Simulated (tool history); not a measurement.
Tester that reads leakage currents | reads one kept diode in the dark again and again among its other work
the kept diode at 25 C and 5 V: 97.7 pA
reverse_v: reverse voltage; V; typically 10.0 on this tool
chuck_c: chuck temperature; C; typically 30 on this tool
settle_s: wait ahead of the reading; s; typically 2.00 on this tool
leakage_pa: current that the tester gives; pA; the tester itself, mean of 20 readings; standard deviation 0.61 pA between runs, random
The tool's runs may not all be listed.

Run 1, hour 0.0: usual settings. Result: leakage_pa 236.94 pA.
Run 2, hour 41.5: usual settings but reverse_v 2.0 V. Result: leakage_pa 105.49 pA.
Run 3, hour 61.6: usual settings but reverse_v 2.0 V. Result: leakage_pa 105.45 pA.
Run 4, hour 78.7: usual settings but reverse_v 2.0 V. Result: leakage_pa 105.41 pA.
Run 5, hour 119.4: usual settings but reverse_v 2.0 V. Result: leakage_pa 105.75 pA.
Run 6, hour 145.5: usual settings but reverse_v 2.0 V. Result: leakage_pa 105.49 pA.
Run 7, hour 182.7: usual settings. Result: leakage_pa 240.18 pA.
Run 8, hour 221.0: usual settings. Result: leakage_pa 240.43 pA.
Run 9, hour 257.9: usual settings. Result: leakage_pa 242.07 pA.
Run 10, hour 294.3: usual settings. Result: leakage_pa 242.98 pA.
Run 11, hour 327.7: usual settings. Result: leakage_pa 242.23 pA.
Run 12, hour 364.3: usual settings. Result: leakage_pa 244.75 pA.
Run 13, hour 383.4: usual settings. Result: leakage_pa 242.48 pA.
Run 14, hour 419.2: usual settings. Result: leakage_pa 244.75 pA.
Run 15, hour 450.4: usual settings. Result: leakage_pa 244.38 pA.
Run 16, hour 479.2: usual settings but reverse_v 5.4 V. Result: leakage_pa 179.29 pA.
Run 17, hour 503.0: usual settings but reverse_v 5.4 V. Result: leakage_pa 179.06 pA.
Run 18, hour 521.1: usual settings but reverse_v 5.4 V. Result: leakage_pa 179.08 pA.
Run 19, hour 558.8: usual settings but reverse_v 5.4 V. Result: leakage_pa 180.09 pA.
Run 20, hour 599.8: usual settings but reverse_v 5.4 V. Result: leakage_pa 179.97 pA.
Run 21, hour 617.5: usual settings but reverse_v 5.4 V. Result: leakage_pa 180.18 pA.
Run 22, hour 636.8: usual settings but reverse_v 5.1 V, settle_s 8.32 s. Result: leakage_pa 175.26 pA.
Run 23, hour 655.8: usual settings but reverse_v 5.1 V, settle_s 8.32 s. Result: leakage_pa 176.73 pA.
Run 24, hour 684.4: usual settings but reverse_v 5.1 V, settle_s 8.32 s. Result: leakage_pa 175.70 pA.
Run 25, hour 719.9: usual settings but reverse_v 5.1 V, chuck_c 38 C, settle_s 8.32 s. Result: leakage_pa 310.38 pA.
Run 26, hour 759.0: usual settings but reverse_v 5.1 V, chuck_c 38 C, settle_s 8.32 s. Result: leakage_pa 312.73 pA.
Run 27, hour 789.2: usual settings but reverse_v 1.8 V, chuck_c 58 C, settle_s 1.13 s. Result: leakage_pa 697.17 pA.
Run 28, hour 815.1: usual settings but reverse_v 1.8 V, chuck_c 26 C, settle_s 7.39 s. Result: leakage_pa 77.76 pA.
Run 29, hour 832.2: usual settings but reverse_v 19.1 V, chuck_c 50 C, settle_s 0.46 s. Result: leakage_pa 1364.08 pA.
Run 30, hour 872.0: usual settings but reverse_v 19.1 V, chuck_c 20 C, settle_s 4.04 s. Result: leakage_pa 178.73 pA.
Run 31, hour 899.7: usual settings but chuck_c 55 C, settle_s 0.90 s. Result: leakage_pa 1348.79 pA.
Run 32, hour 931.0: usual settings but reverse_v 2.2 V, chuck_c 29 C, settle_s 1.37 s. Result: leakage_pa 108.59 pA.
Run 33, hour 958.0: usual settings but chuck_c 37 C, settle_s 0.51 s. Result: leakage_pa 415.51 pA.
Run 34, hour 985.7: usual settings but reverse_v 4.3 V, chuck_c 26 C, settle_s 1.68 s. Result: leakage_pa 123.73 pA.
Run 35, hour 1008.9: usual settings but reverse_v 11.5 V, chuck_c 50 C, settle_s 1.68 s. Result: leakage_pa 1062.59 pA.
Run 36, hour 1043.3: usual settings but reverse_v 1.0 V, chuck_c 54 C, settle_s 1.11 s. Result: leakage_pa 412.50 pA.
Run 37, hour 1068.0: usual settings but reverse_v 1.0 V, chuck_c 54 C, settle_s 1.11 s. Result: leakage_pa 412.20 pA.
At hour 1092.3: chuck's temperature calibrated.
Run 38, hour 1098.3: usual settings but reverse_v 1.0 V, chuck_c 54 C, settle_s 1.11 s. Result: leakage_pa 352.67 pA.
Run 39, hour 1137.3: usual settings but reverse_v 3.0 V, settle_s 0.83 s. Result: leakage_pa 116.60 pA.
Run 40, hour 1168.2: usual settings but reverse_v 4.9 V, chuck_c 42 C, settle_s 0.83 s. Result: leakage_pa 350.83 pA.

Each row is a separate what-if for the run after 40, all from the same tool condition, not one after another. Results?
Run A, hour 1195.3: usual settings but reverse_v 5.8 V, chuck_c 43 C, settle_s 0.83 s. Result: leakage_pa ?.
Run B, hour 1195.3: usual settings but reverse_v 4.9 V, chuck_c 39 C, settle_s 0.83 s. Result: leakage_pa ?.
Run C, hour 1195.3: usual settings but reverse_v 1.9 V, chuck_c 55 C, settle_s 0.32 s. Result: leakage_pa ?.
Run D, hour 1195.3: usual settings but reverse_v 13.2 V, chuck_c 26 C, settle_s 4.80 s. Result: leakage_pa ?.

run  leakage_pa
  A      408.34
  B      284.28
  C      519.68
  D      192.15
With the hidden condition removed and each run's random variation left untouched, the same runs would have given:
run  leakage_pa
  A      397.85
  B      275.55
  C      515.46
  D      169.98
